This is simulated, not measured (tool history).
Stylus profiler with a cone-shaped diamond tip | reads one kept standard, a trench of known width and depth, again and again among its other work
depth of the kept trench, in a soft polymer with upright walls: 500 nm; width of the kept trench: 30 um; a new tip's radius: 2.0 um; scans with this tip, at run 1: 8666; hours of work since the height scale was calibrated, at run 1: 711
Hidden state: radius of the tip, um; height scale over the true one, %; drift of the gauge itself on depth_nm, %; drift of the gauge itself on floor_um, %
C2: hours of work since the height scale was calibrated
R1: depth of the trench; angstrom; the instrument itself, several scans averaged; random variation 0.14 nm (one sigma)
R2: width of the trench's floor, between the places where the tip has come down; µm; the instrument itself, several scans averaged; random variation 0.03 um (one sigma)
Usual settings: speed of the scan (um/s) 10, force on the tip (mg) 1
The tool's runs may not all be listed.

{"run": 1, "hour": 0.0, "speed of the scan (um/s)": 10, "force on the tip (mg)": 1, "scans with this tip": 8666, "C2": 711, "R1": 5015.3, "R2": 27.34}
{"run": 2, "hour": 57.4, "speed of the scan (um/s)": 3, "force on the tip (mg)": 1, "scans with this tip": 9044, "C2": 742, "R1": 5016.4, "R2": 27.32}
{"run": 3, "hour": 135.1, "speed of the scan (um/s)": 31, "force on the tip (mg)": 1, "scans with this tip": 9555, "C2": 784, "R1": 5018.8, "R2": 27.24}
{"run": 4, "hour": 184.0, "speed of the scan (um/s)": 31, "force on the tip (mg)": 1, "scans with this tip": 9876, "C2": 810, "R1": 5016.5, "R2": 27.21}
{"run": 5, "hour": 237.8, "speed of the scan (um/s)": 3, "force on the tip (mg)": 1, "scans with this tip": 10230, "C2": 839, "R1": 5016.4, "R2": 27.34}
{"run": 6, "hour": 323.2, "speed of the scan (um/s)": 11, "force on the tip (mg)": 1, "scans with this tip": 10792, "C2": 886, "R1": 5017.4, "R2": 27.29}
{"run": 7, "hour": 360.6, "speed of the scan (um/s)": 11, "force on the tip (mg)": 1, "scans with this tip": 11038, "C2": 906, "R1": 5017.3, "R2": 27.28}
{"run": 8, "hour": 407.6, "speed of the scan (um/s)": 10, "force on the tip (mg)": 1, "scans with this tip": 11347, "C2": 931, "R1": 5018.4, "R2": 27.31}
{"run": 9, "hour": 459.6, "speed of the scan (um/s)": 35, "force on the tip (mg)": 1, "scans with this tip": 11689, "C2": 959, "R1": 5016.9, "R2": 27.23}
{"run": 10, "hour": 538.4, "speed of the scan (um/s)": 10, "force on the tip (mg)": 1, "scans with this tip": 12208, "C2": 1002, "R1": 5016.4, "R2": 27.34}
{"run": 11, "hour": 612.9, "speed of the scan (um/s)": 10, "force on the tip (mg)": 1, "scans with this tip": 12698, "C2": 1042, "R1": 5017.7, "R2": 27.28}
{"run": 12, "hour": 649.8, "speed of the scan (um/s)": 10, "force on the tip (mg)": 2.25, "scans with this tip": 12941, "C2": 1062, "R1": 5029, "R2": 27.32}
{"run": 13, "hour": 721.4, "speed of the scan (um/s)": 10, "force on the tip (mg)": 2.25, "scans with this tip": 13412, "C2": 1100, "R1": 5027.9, "R2": 27.31}
{"run": 14, "hour": 788.8, "speed of the scan (um/s)": 10, "force on the tip (mg)": 1.31, "scans with this tip": 13855, "C2": 1137, "R1": 5024.1, "R2": 27.33}
{"hour": 806.5, "done": "height scale calibrated on a step standard"}
{"run": 15, "hour": 864.7, "speed of the scan (um/s)": 10, "force on the tip (mg)": 1, "scans with this tip": 14351, "C2": 31, "R1": 5015.3, "R2": 27.37}
{"run": 16, "hour": 900.6, "speed of the scan (um/s)": 10, "force on the tip (mg)": 1, "scans with this tip": 14587, "C2": 51, "R1": 5016.5, "R2": 27.35}
{"run": 17, "hour": 961.6, "speed of the scan (um/s)": 10, "force on the tip (mg)": 1, "scans with this tip": 14989, "C2": 84, "R1": 5017.4, "R2": 27.31}
{"run": 18, "hour": 1031.8, "speed of the scan (um/s)": 10, "force on the tip (mg)": 1, "scans with this tip": 15451, "C2": 122, "R1": 5019, "R2": 27.3}
{"run": 19, "hour": 1117.1, "speed of the scan (um/s)": 10, "force on the tip (mg)": 1, "scans with this tip": 16012, "C2": 168, "R1": 5016.5, "R2": 27.27}
{"run": 20, "hour": 1174.5, "speed of the scan (um/s)": 10, "force on the tip (mg)": 1, "scans with this tip": 16389, "C2": 199, "R1": 5019, "R2": 27.3}
{"run": 21, "hour": 1239.4, "speed of the scan (um/s)": 10, "force on the tip (mg)": 1, "scans with this tip": 16816, "C2": 234, "R1": 5018.2, "R2": 27.32}
{"run": 22, "hour": 1299.6, "speed of the scan (um/s)": 10, "force on the tip (mg)": 1, "scans with this tip": 17213, "C2": 266, "R1": 5018.3, "R2": 27.31}
{"run": 23, "hour": 1371.2, "speed of the scan (um/s)": 10, "force on the tip (mg)": 1.39, "scans with this tip": 17683, "C2": 305, "R1": 5021.3, "R2": 27.34}
{"run": 24, "hour": 1413.4, "speed of the scan (um/s)": 10, "force on the tip (mg)": 1.39, "scans with this tip": 17961, "C2": 328, "R1": 5021.8, "R2": 27.31}
{"run": 25, "hour": 1453.0, "speed of the scan (um/s)": 10, "force on the tip (mg)": 1.39, "scans with this tip": 18222, "C2": 349, "R1": 5022.8, "R2": 27.3}
{"run": 26, "hour": 1523.1, "speed of the scan (um/s)": 35, "force on the tip (mg)": 0.89, "scans with this tip": 18683, "C2": 387, "R1": 5016.8, "R2": 27.21}
{"run": 27, "hour": 1580.2, "speed of the scan (um/s)": 35, "force on the tip (mg)": 0.89, "scans with this tip": 19058, "C2": 418, "R1": 5013.8, "R2": 27.16}
{"run": 28, "hour": 1615.6, "speed of the scan (um/s)": 35, "force on the tip (mg)": 0.89, "scans with this tip": 19291, "C2": 437, "R1": 5017.4, "R2": 27.2}
{"run": 29, "hour": 1658.2, "speed of the scan (um/s)": 9, "force on the tip (mg)": 1, "scans with this tip": 19572, "C2": 460, "R1": 5018.5, "R2": 27.27}
{"run": 30, "hour": 1695.0, "speed of the scan (um/s)": 9, "force on the tip (mg)": 1, "scans with this tip": 19814, "C2": 480, "R1": 5017.7, "R2": 27.31}
{"run": 31, "hour": 1759.1, "speed of the scan (um/s)": 27, "force on the tip (mg)": 0.79, "scans with this tip": 20236, "C2": 514, "R1": 5015.8, "R2": 27.2}
{"run": 32, "hour": 1841.1, "speed of the scan (um/s)": 9, "force on the tip (mg)": 0.63, "scans with this tip": 20775, "C2": 558, "R1": 5012.2, "R2": 27.3}
{"run": 33, "hour": 1875.9, "speed of the scan (um/s)": 7, "force on the tip (mg)": 1.13, "scans with this tip": 21004, "C2": 577, "R1": 5015.8, "R2": 27.3}
{"run": 34, "hour": 1938.2, "speed of the scan (um/s)": 7, "force on the tip (mg)": 1.13, "scans with this tip": 21414, "C2": 611, "R1": 5019.2, "R2": 27.29}
{"run": 35, "hour": 1980.0, "speed of the scan (um/s)": 24, "force on the tip (mg)": 2.93, "scans with this tip": 21688, "C2": 633, "R1": 5034.7, "R2": 27.32}
{"run": 36, "hour": 2052.4, "speed of the scan (um/s)": 5, "force on the tip (mg)": 2.71, "scans with this tip": 22165, "C2": 673, "R1": 5034, "R2": 27.38}
{"run": 37, "hour": 2092.9, "speed of the scan (um/s)": 3, "force on the tip (mg)": 2.56, "scans with this tip": 22431, "C2": 694, "R1": 5034, "R2": 27.35}
{"hour": 2125.3, "done": "new tip fitted, height scale calibrated"}
{"run": 38, "hour": 2161.1, "speed of the scan (um/s)": 3, "force on the tip (mg)": 2.56, "scans with this tip": 235, "C2": 19, "R1": 5031.6, "R2": 27.41}
{"run": 39, "hour": 2219.0, "speed of the scan (um/s)": 2, "force on the tip (mg)": 0.66, "scans with this tip": 616, "C2": 51, "R1": 5011, "R2": 27.39}
{"run": 40, "hour": 2262.9, "speed of the scan (um/s)": 8, "force on the tip (mg)": 2.36, "scans with this tip": 905, "C2": 74, "R1": 5030, "R2": 27.36}
{"run": 41, "hour": 2331.4, "speed of the scan (um/s)": 2, "force on the tip (mg)": 1, "scans with this tip": 1355, "C2": 111, "R1": 5017.4, "R2": 27.4}
{"run": 42, "hour": 2379.2, "speed of the scan (um/s)": 13, "force on the tip (mg)": 0.54, "scans with this tip": 1670, "C2": 137, "R1": 5011.5, "R2": 27.35}
{"run": 43, "hour": 2448.7, "speed of the scan (um/s)": 13, "force on the tip (mg)": 0.54, "scans with this tip": 2127, "C2": 175, "R1": 5011.9, "R2": 27.3}
{"run": 44, "hour": 2484.2, "speed of the scan (um/s)": 13, "force on the tip (mg)": 0.54, "scans with this tip": 2361, "C2": 194, "R1": 5011.1, "R2": 27.24}
{"run": 45, "hour": 2521.3, "speed of the scan (um/s)": 2, "force on the tip (mg)": 2.8, "scans with this tip": 2605, "C2": 214, "R1": 5033.3, "R2": 27.34}
{"run": 46, "hour": 2565.8, "speed of the scan (um/s)": 2, "force on the tip (mg)": 1.08, "scans with this tip": 2897, "C2": 238, "R1": 5019.6, "R2": 27.38}

Forecast each of these 4 alternatives for the next run:
{"run": "A", "hour": 2609.4, "speed of the scan (um/s)": 2, "force on the tip (mg)": 1.03, "scans with this tip": 3184, "C2": 261, "R1": "?", "R2": "?"}
{"run": "B", "hour": 2609.4, "speed of the scan (um/s)": 3, "force on the tip (mg)": 2.96, "scans with this tip": 3184, "C2": 261, "R1": "?", "R2": "?"}
{"run": "C", "hour": 2609.4, "speed of the scan (um/s)": 21, "force on the tip (mg)": 2.74, "scans with this tip": 3184, "C2": 261, "R1": "?", "R2": "?"}
{"run": "D", "hour": 2609.4, "speed of the scan (um/s)": 6, "force on the tip (mg)": 2.79, "scans with this tip": 3184, "C2": 261, "R1": "?", "R2": "?"}

run=A R1=5015.8 R2=27.35
run=B R1=5038.6 R2=27.3
run=C R1=5035.5 R2=27.3
run=D R1=5034.5 R2=27.33
Without the tool's hidden state the same runs would have given:
run=A R1=5015.8 R2=27.35
run=B R1=5038.7 R2=27.3
run=C R1=5035.5 R2=27.3
run=D R1=5034.5 R2=27.33
